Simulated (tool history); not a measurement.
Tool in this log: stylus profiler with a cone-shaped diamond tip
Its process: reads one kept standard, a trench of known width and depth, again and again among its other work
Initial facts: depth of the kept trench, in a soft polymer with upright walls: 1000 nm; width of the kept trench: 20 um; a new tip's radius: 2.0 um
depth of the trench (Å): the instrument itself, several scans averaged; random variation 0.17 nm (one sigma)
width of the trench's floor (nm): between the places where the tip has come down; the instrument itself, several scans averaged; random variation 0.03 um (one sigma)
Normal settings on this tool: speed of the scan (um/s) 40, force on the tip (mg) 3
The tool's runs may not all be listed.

run     day  speed of the scan (um/s)  force on the tip (mg)  depth of the trench (Å)  width of the trench's floor (nm)
  1       0                        40                      3                  10075.2                             15430
  2   1.825                        40                      3                  10075.3                             15390
  3   3.629                        40                      3                  10075.9                             15400
  4   4.717                        40                      3                  10075.6                             15390
  5   5.754                        13                      3                  10077.2                             15400
  6   6.733                        13                      3                  10074.1                             15320
  7   7.538                        13                      3                    10075                             15320
  8   8.375                        13                      3                  10073.9                             15250
  9     9.5                        40                   8.62                    10142                             15280
 10  11.025                        40                      3                  10074.7                             15140
 11  12.367                        40                      3                  10077.5                             15170
 12  14.208                        40                      3                  10076.4                             15050
 13  15.433                        40                      3                  10079.4                             15010
 14  16.954                        40                      3                    10076                             14990
 15  18.812                        40                      3                    10080                             14940
 16  19.867                        40                      3                  10076.5                             14970
 17  21.038                        40                      3                  10081.5                             14910
 18  22.971                        40                      3                  10078.8                             14870
 19  24.683                        40                      3                  10078.3                             14870
 20  26.358                        40                      3                  10080.1                             14720
 21  27.808                        40                      3                  10083.4                             14810
 22  28.908                        40                      3                  10078.8                             14730
 23  30.558                        40                      3                  10077.8                             14700
 24  32.129                        40                      3                    10082                             14670
 25  33.267                        22                   1.97                  10063.3                             14610
 26  34.342                        52                   1.16                  10049.9                             14440
 27  35.167                        52                   1.16                  10050.3                             14480
 28  36.817                        84                   1.16                  10055.8                             14210
 29  38.679                        84                   1.16                  10053.4                             14180
 30  40.267                        84                   1.16                  10055.5                             14110
 31  41.296                        11                   7.92                  10143.8                             14580
 32  42.642                       130                   8.31                  10148.4                             14250
 33  44.338                        78                    7.7                  10143.1                             14340
 34  45.804                        39                   2.32                  10074.3                             14370
 35  46.821                        39                   2.32                  10078.2                             14280
 36  48.746                        38                      3                  10084.5                             14290
 37  50.712                        34                   2.47                    10082                             14260
 38    51.9                        68                   2.04                  10073.4                             14130
 39  52.925                        15                   4.65                  10111.1                             14320
 40  54.208                        77                   1.83                  10070.1                             13970
 41  55.258                        77                   1.83                  10070.4                             13910
 42  56.879                        77                   1.83                  10070.9                             13930
 43  57.829                        86                   3.56                  10094.2                             13940
 44    58.8                        86                   3.56                  10099.2                             13950
 45  59.838                        64                      3                  10088.7                             14000
 46  61.804                        77                   1.04                  10058.4                             13740
 47  63.504                        78                      3                  10088.5                             13760

3 options for the next run, each taken on its own from the tool as it stands now. Forecast them:
  A  65.004                       138                   1.79                        ?                                 ?
  B  65.004                        78                   5.19                        ?                                 ?
  C  65.004                       104                   2.22                        ?                                 ?

run  depth of the trench (Å)  width of the trench's floor (nm)
  A                  10073.4                             13470
  B                  10120.2                             13860
  C                  10077.3                             13680
Take away the tool's hidden state, keep each run's random variation, and the runs would have read:
run  depth of the trench (Å)  width of the trench's floor (nm)
  A                  10046.5                             15900
  B                  10093.2                             16300
  C                  10050.4                             16120

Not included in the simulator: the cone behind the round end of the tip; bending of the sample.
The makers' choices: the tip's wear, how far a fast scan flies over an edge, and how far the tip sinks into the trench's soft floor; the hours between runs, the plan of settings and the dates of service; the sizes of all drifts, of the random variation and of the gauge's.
